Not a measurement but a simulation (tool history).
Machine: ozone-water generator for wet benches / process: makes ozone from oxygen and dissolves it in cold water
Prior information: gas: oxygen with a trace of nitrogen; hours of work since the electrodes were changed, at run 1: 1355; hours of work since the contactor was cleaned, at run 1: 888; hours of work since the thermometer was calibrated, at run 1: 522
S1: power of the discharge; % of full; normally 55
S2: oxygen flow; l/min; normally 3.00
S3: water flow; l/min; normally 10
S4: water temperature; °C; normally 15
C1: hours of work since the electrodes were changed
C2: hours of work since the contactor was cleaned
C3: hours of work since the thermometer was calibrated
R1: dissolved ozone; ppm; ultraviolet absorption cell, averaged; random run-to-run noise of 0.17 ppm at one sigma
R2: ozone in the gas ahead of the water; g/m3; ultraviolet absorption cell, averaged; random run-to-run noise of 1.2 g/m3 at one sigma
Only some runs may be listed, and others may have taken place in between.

| run | hour | S1 | S2 | S3 | S4 | C1 | C2 | C3 | R1 | R2 |
|---|---|---|---|---|---|---|---|---|---|---|
| 1 | 0.0 | 55 | 3.00 | 10 | 15 | 1355 | 888 | 522 | 21.2 | 192.8 |
| 2 | 33.7 | 55 | 3.00 | 10 | 15 | 1387 | 920 | 554 | 21.4 | 193.5 |
| 3 | 74.5 | 55 | 3.00 | 10 | 15 | 1426 | 959 | 593 | 21.1 | 192.1 |
| 4 | 116.5 | 55 | 3.00 | 10 | 15 | 1466 | 999 | 633 | 20.9 | 194.6 |
| 5 | 168.6 | 55 | 3.00 | 10 | 15 | 1516 | 1049 | 683 | 20.8 | 193.1 |
| 6 | 234.4 | 55 | 3.00 | 10 | 15 | 1579 | 1112 | 746 | 20.8 | 190.9 |
| 7 | 286.0 | 55 | 3.00 | 10 | 15 | 1629 | 1161 | 796 | 20.9 | 191.2 |
| 8 | 322.9 | 55 | 3.00 | 10 | 15 | 1664 | 1197 | 831 | 20.7 | 191.4 |
| 9 | 372.2 | 55 | 2.37 | 10 | 15 | 1711 | 1244 | 878 | 20.0 | 211.3 |
| 10 | 416.4 | 55 | 3.00 | 10 | 15 | 1753 | 1286 | 920 | 20.6 | 188.7 |
| 11 | 448.1 | 55 | 3.00 | 10 | 15 | 1784 | 1317 | 951 | 20.7 | 188.0 |
| 12 | 505.3 | 55 | 3.00 | 10 | 15 | 1839 | 1371 | 1006 | 20.4 | 188.2 |
| 13 | 566.0 | 55 | 3.00 | 10 | 8 | 1897 | 1429 | 1064 | 22.3 | 188.6 |
| 14 | 630.9 | 55 | 3.00 | 10 | 8 | 1959 | 1491 | 1126 | 22.6 | 188.2 |
| 15 | 700.9 | 55 | 3.00 | 10 | 8 | 2026 | 1558 | 1193 | 22.6 | 187.6 |
| 16 | 738.8 | 55 | 3.00 | 10 | 15 | 2062 | 1595 | 1229 | 20.2 | 186.9 |
| 17 | 788.4 | 55 | 3.00 | 10 | 12 | 2109 | 1642 | 1276 | 20.9 | 184.6 |
| 18 | 838.1 | 55 | 3.00 | 13 | 12 | 2157 | 1690 | 1324 | 16.3 | 185.1 |
| 19 | 891.8 | 53 | 3.00 | 6 | 7 | 2208 | 1741 | 1375 | 33.9 | 180.3 |
| 20 | 961.4 | 97 | 3.35 | 6 | 8 | 2275 | 1808 | 1442 | 51.4 | 261.7 |
| 21 | 1013.1 | 97 | 3.35 | 6 | 12 | 2324 | 1857 | 1492 | 47.3 | 263.4 |
| 22 | 1049.5 | 97 | 3.35 | 6 | 12 | 2359 | 1892 | 1526 | 47.1 | 258.8 |
| 23 | 1106.5 | 77 | 3.00 | 12 | 15 | 2414 | 1947 | 1581 | 21.0 | 233.0 |
| 24 | 1161.2 | 77 | 3.48 | 12 | 15 | 2466 | 1999 | 1633 | 21.2 | 214.9 |
| 25 | 1212.6 | 77 | 4.37 | 12 | 15 | 2515 | 2048 | 1682 | 21.4 | 195.3 |
| 26 | 1280.7 | 40 | 4.37 | 12 | 15 | 2581 | 2113 | 1748 | 14.0 | 123.7 |
| 27 | 1339.3 | 74 | 4.62 | 7 | 14 | 2637 | 2169 | 1804 | 31.9 | 183.3 |
| 28 | 1396.8 | 53 | 3.00 | 10 | 11 | 2692 | 2224 | 1859 | 19.9 | 174.7 |
| 29 | 1451.2 | 55 | 1.96 | 10 | 15 | 2744 | 2276 | 1911 | 18.1 | 215.6 |
| 30 | 1481.4 | 41 | 1.96 | 14 | 13 | 2773 | 2305 | 1940 | 10.2 | 176.3 |
| 31 | 1524.6 | 54 | 4.92 | 14 | 11 | 2814 | 2347 | 1981 | 15.2 | 142.6 |
| 32 | 1571.0 | 55 | 2.24 | 14 | 18 | 2858 | 2391 | 2025 | 12.5 | 201.9 |
| 33 | 1633.2 | 55 | 2.87 | 10 | 15 | 2918 | 2451 | 2085 | 19.1 | 181.0 |
| 34 | 1682.9 | 55 | 2.46 | 10 | 11 | 2965 | 2498 | 2133 | 19.3 | 193.0 |

What if the next run were any one of these 3? Each begins from the tool's condition after run 34:
| A | 1730.9 | 59 | 2.46 | 8 | 11 | 3011 | 2544 | 2178 | ? | ? |
| B | 1730.9 | 64 | 3.00 | 10 | 7 | 3011 | 2544 | 2178 | ? | ? |
| C | 1730.9 | 55 | 2.01 | 7 | 7 | 3011 | 2544 | 2178 | ? | ? |

| run | R1 | R2 |
|---|---|---|
| A | 25.3 | 201.4 |
| B | 23.7 | 195.8 |
| C | 27.8 | 211.2 |
Take away the tool's hidden state, keep each run's random variation, and the runs would have read:
| run | R1 | R2 |
|---|---|---|
| A | 30.9 | 238.9 |
| B | 29.3 | 234.9 |
| C | 33.6 | 247.9 |
